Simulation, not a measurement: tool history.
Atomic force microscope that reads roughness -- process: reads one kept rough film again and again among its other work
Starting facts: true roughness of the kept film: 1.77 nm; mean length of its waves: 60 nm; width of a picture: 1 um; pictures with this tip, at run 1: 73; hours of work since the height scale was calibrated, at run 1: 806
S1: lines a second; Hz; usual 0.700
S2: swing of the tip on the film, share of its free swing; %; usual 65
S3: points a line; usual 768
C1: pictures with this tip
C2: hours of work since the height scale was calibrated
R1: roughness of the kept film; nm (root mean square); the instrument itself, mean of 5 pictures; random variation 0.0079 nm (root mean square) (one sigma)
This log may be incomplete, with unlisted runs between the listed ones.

Run 1, hour 0.0: usual settings; C1 73; C2 806. Result: R1 1.666 nm (root mean square).
At hour 23.7: new tip fitted.
Run 2, hour 44.3: usual settings; C1 40; C2 835. Result: R1 1.689 nm (root mean square).
Run 3, hour 64.3: usual settings; C1 78; C2 848. Result: R1 1.674 nm (root mean square).
At hour 85.4: new tip fitted.
Run 4, hour 100.8: usual settings; C1 30; C2 872. Result: R1 1.692 nm (root mean square).
Run 5, hour 140.5: usual settings; C1 106; C2 898. Result: R1 1.669 nm (root mean square).
At hour 148.6: new tip fitted.
Run 6, hour 175.2: usual settings; C1 51; C2 921. Result: R1 1.697 nm (root mean square).
At hour 211.2: new tip fitted.
Run 7, hour 214.0: usual settings; C1 6; C2 946. Result: R1 1.708 nm (root mean square).
Run 8, hour 253.9: usual settings; C1 82; C2 972. Result: R1 1.670 nm (root mean square).
At hour 274.7: new tip fitted.
Run 9, hour 291.7: usual settings but S2 84 %; C1 33; C2 997. Result: R1 1.639 nm (root mean square).
Run 10, hour 318.4: usual settings but S2 84 %; C1 84; C2 1015. Result: R1 1.600 nm (root mean square).
At hour 337.9: new tip fitted.
Run 11, hour 348.3: usual settings but S2 84 %; C1 20; C2 1034. Result: R1 1.650 nm (root mean square).
Run 12, hour 375.1: usual settings; C1 71; C2 1052. Result: R1 1.679 nm (root mean square).
At hour 401.0: new tip fitted.
Run 13, hour 413.6: usual settings; C1 24; C2 1077. Result: R1 1.698 nm (root mean square).
Run 14, hour 434.2: usual settings but S2 60 %; C1 64; C2 1090. Result: R1 1.704 nm (root mean square).
At hour 466.2: new tip fitted.
Run 15, hour 466.2: usual settings but S1 0.607 Hz, S2 60 %; C1 0; C2 1111. Result: R1 1.741 nm (root mean square).
Run 16, hour 499.3: usual settings but S1 0.607 Hz, S2 60 %; C1 63; C2 1133. Result: R1 1.693 nm (root mean square).
At hour 527.7: new tip fitted.
Run 17, hour 534.4: usual settings but S1 0.607 Hz, S2 60 %; C1 13; C2 1156. Result: R1 1.715 nm (root mean square).
Run 18, hour 571.2: usual settings but S1 0.707 Hz; C1 83; C2 1180. Result: R1 1.668 nm (root mean square).
At hour 590.5: new tip fitted.
Run 19, hour 606.7: usual settings; C1 31; C2 1203. Result: R1 1.711 nm (root mean square).
Run 20, hour 626.9: usual settings but S3 677; C1 70; C2 1216. Result: R1 1.662 nm (root mean square).
At hour 653.9: new tip fitted.
Run 21, hour 665.4: usual settings; C1 22; C2 1241. Result: R1 1.702 nm (root mean square).
Run 22, hour 696.7: usual settings; C1 82; C2 1262. Result: R1 1.668 nm (root mean square).
At hour 718.4: new tip fitted.
Run 23, hour 723.6: usual settings but S2 58 %; C1 10; C2 1279. Result: R1 1.726 nm (root mean square).
Run 24, hour 757.4: usual settings but S3 846; C1 75; C2 1301. Result: R1 1.668 nm (root mean square).
At hour 781.4: new tip fitted.
Run 25, hour 781.4: usual settings; C1 0; C2 1317. Result: R1 1.731 nm (root mean square).
Run 26, hour 810.4: usual settings; C1 56; C2 1336. Result: R1 1.686 nm (root mean square).
Run 27, hour 831.8: usual settings but S2 60 %; C1 96; C2 1350. Result: R1 1.672 nm (root mean square).
At hour 843.7: new tip fitted.
Run 28, hour 878.7: usual settings but S1 1.057 Hz, S2 71 %, S3 691; C1 67; C2 1381. Result: R1 1.643 nm (root mean square).
At hour 906.2: new tip fitted.
Run 29, hour 907.0: usual settings but S1 1.057 Hz, S2 61 %, S3 691; C1 2; C2 1399. Result: R1 1.716 nm (root mean square).
Run 30, hour 934.0: usual settings but S2 61 %, S3 386; C1 53; C2 1417. Result: R1 1.704 nm (root mean square).
At hour 939.4: height scale calibrated on a step standard.
At hour 970.9: new tip fitted.
Run 31, hour 978.0: usual settings but S2 61 %, S3 386; C1 14; C2 25. Result: R1 1.721 nm (root mean square).
Run 32, hour 998.2: usual settings but S1 3.666 Hz, S2 61 %, S3 402; C1 52; C2 38. Result: R1 1.593 nm (root mean square).
At hour 1034.6: new tip fitted.
Run 33, hour 1042.3: usual settings but S1 3.666 Hz, S2 89 %, S3 965; C1 15; C2 67. Result: R1 1.249 nm (root mean square).
At hour 1073.5: height scale calibrated on a step standard, once more.
Run 34, hour 1077.9: usual settings but S1 1.074 Hz, S2 80 %, S3 503; C1 81; C2 3. Result: R1 1.592 nm (root mean square).
At hour 1098.5: new tip fitted.
Run 35, hour 1112.2: usual settings but S1 3.174 Hz, S2 60 %; C1 26; C2 25. Result: R1 1.611 nm (root mean square).
Run 36, hour 1152.0: usual settings but S1 3.174 Hz, S2 60 %; C1 102; C2 51. Result: R1 1.576 nm (root mean square).
At hour 1161.4: new tip fitted.
Run 37, hour 1198.2: usual settings but S2 78 %; C1 71; C2 81. Result: R1 1.624 nm (root mean square).
At hour 1224.3: new tip fitted.
Run 38, hour 1241.1: usual settings but S2 78 %, S3 945; C1 32; C2 109. Result: R1 1.661 nm (root mean square).
Run 39, hour 1268.4: usual settings but S1 0.813 Hz, S2 76 %, S3 821; C1 84; C2 127. Result: R1 1.604 nm (root mean square).
At hour 1288.4: new tip fitted.
Run 40, hour 1308.9: usual settings but S1 0.813 Hz, S2 76 %, S3 821; C1 39; C2 154. Result: R1 1.650 nm (root mean square).
Run 41, hour 1333.9: usual settings but S1 1.287 Hz, S3 851; C1 87; C2 170. Result: R1 1.625 nm (root mean square).
At hour 1350.2: new tip fitted.
Run 42, hour 1373.0: usual settings but S1 1.704 Hz, S2 60 %, S3 581; C1 44; C2 196. Result: R1 1.655 nm (root mean square).
At hour 1413.5: new tip fitted.
Run 43, hour 1418.0: usual settings but S1 2.008 Hz, S2 78 %, S3 356; C1 9; C2 225. Result: R1 1.537 nm (root mean square).
Run 44, hour 1459.1: usual settings but S2 68 %, S3 387; C1 88; C2 252. Result: R1 1.646 nm (root mean square).
At hour 1475.8: new tip fitted.
Run 45, hour 1503.3: usual settings but S2 64 %; C1 52; C2 281. Result: R1 1.677 nm (root mean square).
Run 46, hour 1536.4: usual settings but S2 64 %; C1 116; C2 303. Result: R1 1.651 nm (root mean square).
At hour 1539.9: new tip fitted.
Run 47, hour 1565.6: usual settings but S1 0.919 Hz, S2 64 %; C1 49; C2 321. Result: R1 1.673 nm (root mean square).
Run 48, hour 1585.4: usual settings but S1 1.886 Hz, S2 79 %, S3 257; C1 87; C2 335. Result: R1 1.508 nm (root mean square).
At hour 1604.6: new tip fitted.
Run 49, hour 1629.6: usual settings but S1 0.797 Hz, S2 75 %, S3 683; C1 47; C2 363. Result: R1 1.645 nm (root mean square).
At hour 1669.4: new tip fitted.
Run 50, hour 1672.0: usual settings but S2 66 %, S3 673; C1 5; C2 391. Result: R1 1.709 nm (root mean square).
Run 51, hour 1695.0: usual settings but S2 73 %, S3 673; C1 49; C2 406. Result: R1 1.663 nm (root mean square).

4 options for the next run, each taken on its own from the tool as it stands now. Forecast them:
Run A, hour 1714.5: usual settings but S1 0.933 Hz, S2 87 %, S3 673; C1 86; C2 419. Result: R1 ?.
Run B, hour 1714.5: usual settings but S3 321; C1 86; C2 419. Result: R1 ?.
Run C, hour 1714.5: usual settings but S1 2.365 Hz, S2 59 %, S3 680; C1 86; C2 419. Result: R1 ?.
Run D, hour 1714.5: usual settings but S3 307; C1 86; C2 419. Result: R1 ?.

run     R1
  A  1.542
  B  1.665
  C  1.602
  D  1.657
Without the tool's unlogged condition, the same runs would have read:
run     R1
  A  1.590
  B  1.718
  C  1.653
  D  1.710

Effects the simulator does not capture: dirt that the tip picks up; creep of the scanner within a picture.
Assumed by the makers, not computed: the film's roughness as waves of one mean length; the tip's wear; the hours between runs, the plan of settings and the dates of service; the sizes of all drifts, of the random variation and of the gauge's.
